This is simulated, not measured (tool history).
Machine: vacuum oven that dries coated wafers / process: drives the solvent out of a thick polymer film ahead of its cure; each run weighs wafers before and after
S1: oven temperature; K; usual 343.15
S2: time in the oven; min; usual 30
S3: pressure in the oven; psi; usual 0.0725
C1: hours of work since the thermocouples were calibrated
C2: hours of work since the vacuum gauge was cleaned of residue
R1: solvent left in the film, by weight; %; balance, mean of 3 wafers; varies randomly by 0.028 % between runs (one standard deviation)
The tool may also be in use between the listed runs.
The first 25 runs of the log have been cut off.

run    hour      S1  S2      S3   C1   C2    R1
 26   605.1  342.15  16  0.0503  623  623  3.36
 27   636.8  342.15  16  0.0956  642  642  3.61
 28   653.0  336.15  16  0.0725  651  651  5.58
 29   678.9  339.15  29  0.0686  666  666  2.14
 30   704.7  343.15  28  0.2632  681  681  2.28
 31   725.9  343.15  28  0.2632  694  694  2.19
 32   742.7  343.15  28  0.2632  704  704  2.25
 33   767.7  343.15  31  0.0561  718  718  1.05
 34   798.0  343.15  44  0.1629  736  736  1.00
 35   828.7  343.15  44  0.1629  754  754  1.04
      856.5  -- oven's thermocouples calibrated
 36   861.8  343.15  44  0.1629    3  772  1.06
 37   889.0  347.15  49  0.1701   19  788  0.78
 38   904.5  347.15  49  0.1701   28  797  0.81
 39   923.2  329.15  30  0.0725   39  808  5.58
 40   951.6  329.15  30  0.0725   56  825  5.56
 41   981.1  339.15  20  0.2061   73  842  4.23
 42  1005.4  339.15  20  0.2061   87  857  4.22
 43  1038.3  343.15  30  0.1195  107  876  1.40
 44  1053.6  343.15  22  0.1195  116  885  2.19
 45  1084.7  332.15  48  0.0426  134  903  2.24
 46  1116.3  332.15  48  0.0426  152  922  2.31
 47  1143.2  337.15  26  0.0725  168  937  3.18

Each row is a separate what-if for the run after 47, all from the same tool condition, not one after another. Results?
  A  1159.1  342.15  20  0.2625  177  947   ?
  B  1159.1  336.15  20  0.2524  177  947   ?
  C  1159.1  332.15  47  0.1807  177  947   ?
  D  1159.1  343.15  16  0.1423  177  947   ?

run    R1
  A  3.42
  B  5.42
  C  3.35
  D  3.40
Without the tool's unlogged condition, the same runs would have read:
run    R1
  A  3.41
  B  5.41
  C  3.33
  D  3.39
